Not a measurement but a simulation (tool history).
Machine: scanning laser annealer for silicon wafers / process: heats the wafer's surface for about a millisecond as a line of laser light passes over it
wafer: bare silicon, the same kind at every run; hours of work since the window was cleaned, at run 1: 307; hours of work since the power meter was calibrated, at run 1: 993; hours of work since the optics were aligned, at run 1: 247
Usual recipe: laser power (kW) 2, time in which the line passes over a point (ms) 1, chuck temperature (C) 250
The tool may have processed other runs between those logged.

run,hour,laser power (kW),time in which the line passes over a point (ms),chuck temperature (C),hours of work since the window was cleaned,hours of work since the power meter was calibrated,hours of work since the optics were aligned,highest temperature of the surface (C)
1,0,2,1,250,307,993,247,1006
2,70.3,2,1,250,349,1035,289,1004
3,132.4,2,1,250,386,1072,325,1003
4,188.1,2,1,250,419,1105,359,1006
5,238.4,2,1,250,449,1135,388,1006
6,307.4,2,1,286,490,1176,430,1042
7,362.8,2,1,286,523,1209,462,1040
8,408.3,2,1,286,550,1236,489,1039
9,471.2,2,1,286,587,1273,527,1043
10,508.5,2,1,283,609,1296,549,1039
11,549.3,2,1,283,634,1320,573,1042
12,607.3,2,1,250,668,1354,608,1003
13,686.3,2,1,250,715,1401,655,1005
14,738.9,2,1,250,746,1433,686,1003
15,817.2,2,1,283,793,1479,733,1040
# hour 847.6: window over the wafer cleaned
16,882.6,1.717,1,283,21,1517,770,933
17,937.7,2,1,250,54,1550,803,1004
18,1008.3,2,1,250,96,1592,845,1003
19,1084.5,2,1,250,141,1637,890,1005
20,1124.6,2,1,250,165,1661,914,1008
21,1168.4,2,0.93,289,191,1687,940,1013
22,1210.8,1.753,1.16,213,216,1712,965,935
23,1291.3,1.753,1.16,213,264,1760,1013,937
# hour 1301.5: optics aligned, line set to its width
24,1377.6,2.116,1,244,312,1808,45,1043
25,1419.3,2,1.15,275,337,1833,70,1093
26,1463.3,2,1.15,275,363,1859,96,1094
27,1523.1,2.085,1.22,275,399,1895,132,1161
28,1593.4,1.752,1,250,441,1937,174,911
29,1632,1.752,1.17,252,463,1960,197,976
30,1682.3,1.752,1.17,252,493,1989,226,975
31,1749.2,2,1.13,289,533,2029,266,1103
32,1791.2,2,1.13,289,558,2054,291,1100
33,1852.3,1.702,0.92,225,594,2091,327,837
34,1887.9,2.179,0.94,225,616,2112,349,1020
35,1923.1,2.024,1.02,277,637,2133,370,1051

Across each entry between runs, compare the hidden state at the last listed run before it with the hidden state at the first listed run after it:
In the gap between runs 15 and 16: window over the wafer cleaned (hour 847.6)
  light that passes the window, % of a clean one's: 99.85 -> 99.99
In the gap between runs 23 and 24: optics aligned, line set to its width (hour 1301.5)
  light that passes the window, % of a clean one's: 99.95 -> 99.94; width of the line over the set one, %: 0.05 -> 0.01
